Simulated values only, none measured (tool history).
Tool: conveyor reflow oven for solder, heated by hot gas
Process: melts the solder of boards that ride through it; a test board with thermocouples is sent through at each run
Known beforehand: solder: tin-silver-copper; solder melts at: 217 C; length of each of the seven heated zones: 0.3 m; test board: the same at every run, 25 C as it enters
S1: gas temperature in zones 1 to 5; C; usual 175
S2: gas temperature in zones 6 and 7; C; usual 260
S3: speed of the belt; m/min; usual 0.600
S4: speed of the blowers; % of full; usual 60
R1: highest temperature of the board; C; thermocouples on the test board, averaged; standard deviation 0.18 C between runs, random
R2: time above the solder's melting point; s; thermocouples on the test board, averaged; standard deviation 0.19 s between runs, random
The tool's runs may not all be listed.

Run 1, hour 0.0: usual settings. Result: R1 240.0 C, R2 34.9 s.
Run 2, hour 53.1: usual settings. Result: R1 239.4 C, R2 34.6 s.
At hour 65.7: thermocouples of zones 6 and 7 changed.
Run 3, hour 110.4: usual settings. Result: R1 239.4 C, R2 34.8 s.
Run 4, hour 138.0: usual settings but S3 0.553 m/min. Result: R1 242.8 C, R2 41.1 s.
Run 5, hour 191.5: usual settings but S3 0.553 m/min. Result: R1 242.1 C, R2 41.0 s.
Run 6, hour 237.0: usual settings but S4 86 % of full. Result: R1 246.6 C, R2 42.5 s.
Run 7, hour 275.8: usual settings but S4 86 % of full. Result: R1 246.8 C, R2 42.4 s.
Run 8, hour 311.4: usual settings. Result: R1 239.4 C, R2 34.2 s.
Run 9, hour 353.3: usual settings. Result: R1 239.2 C, R2 34.5 s.
At hour 393.7: flux residue cleaned out of gas plates and filters.
At hour 411.8: belt drive overhauled, speed set with a stopwatch.
Run 10, hour 420.6: usual settings but S1 189 C, S4 72 % of full. Result: R1 245.9 C, R2 45.8 s.
Run 11, hour 461.7: usual settings but S1 189 C, S3 0.576 m/min, S4 72 % of full. Result: R1 247.2 C, R2 49.0 s.
Run 12, hour 514.7: usual settings but S1 187 C, S2 251 C, S3 0.608 m/min. Result: R1 234.5 C, R2 33.3 s.
Run 13, hour 573.8: usual settings but S1 187 C, S2 251 C, S3 0.608 m/min. Result: R1 234.6 C, R2 33.8 s.
Run 14, hour 617.4: usual settings but S1 187 C, S2 251 C, S3 0.608 m/min. Result: R1 234.7 C, R2 33.4 s.
Run 15, hour 642.4: usual settings but S1 187 C, S2 251 C, S3 0.608 m/min. Result: R1 234.4 C, R2 33.8 s.
Run 16, hour 693.5: usual settings but S1 186 C, S2 251 C, S3 0.608 m/min. Result: R1 234.4 C, R2 33.0 s.
Run 17, hour 747.7: usual settings but S1 171 C, S3 0.718 m/min, S4 87 % of full. Result: R1 240.7 C, R2 29.4 s.
Run 18, hour 773.5: usual settings but S1 176 C, S2 253 C, S4 81 % of full. Result: R1 240.0 C, R2 37.1 s.

Forecast each of these 5 alternatives for the next run:
Run A, hour 819.0: usual settings but S2 269 C, S3 0.511 m/min. Result: R1 ?, R2 ?.
Run B, hour 819.0: usual settings but S1 176 C, S2 253 C. Result: R1 ?, R2 ?.
Run C, hour 819.0: usual settings but S1 189 C, S3 0.577 m/min. Result: R1 ?, R2 ?.
Run D, hour 819.0: usual settings but S1 170 C, S3 0.657 m/min. Result: R1 ?, R2 ?.
Run E, hour 819.0: usual settings but S1 176 C, S2 253 C, S4 81 % of full. Result: R1 ?, R2 ?.

run     R1    R2
  A  252.1  52.8
  B  233.8  29.7
  C  243.7  45.1
  D  234.7  25.2
  E  239.8  37.5
What these runs would have given with no unlogged condition in the tool:
run     R1    R2
  A  252.1  52.8
  B  233.9  29.8
  C  243.7  45.1
  D  234.8  25.3
  E  239.8  37.5
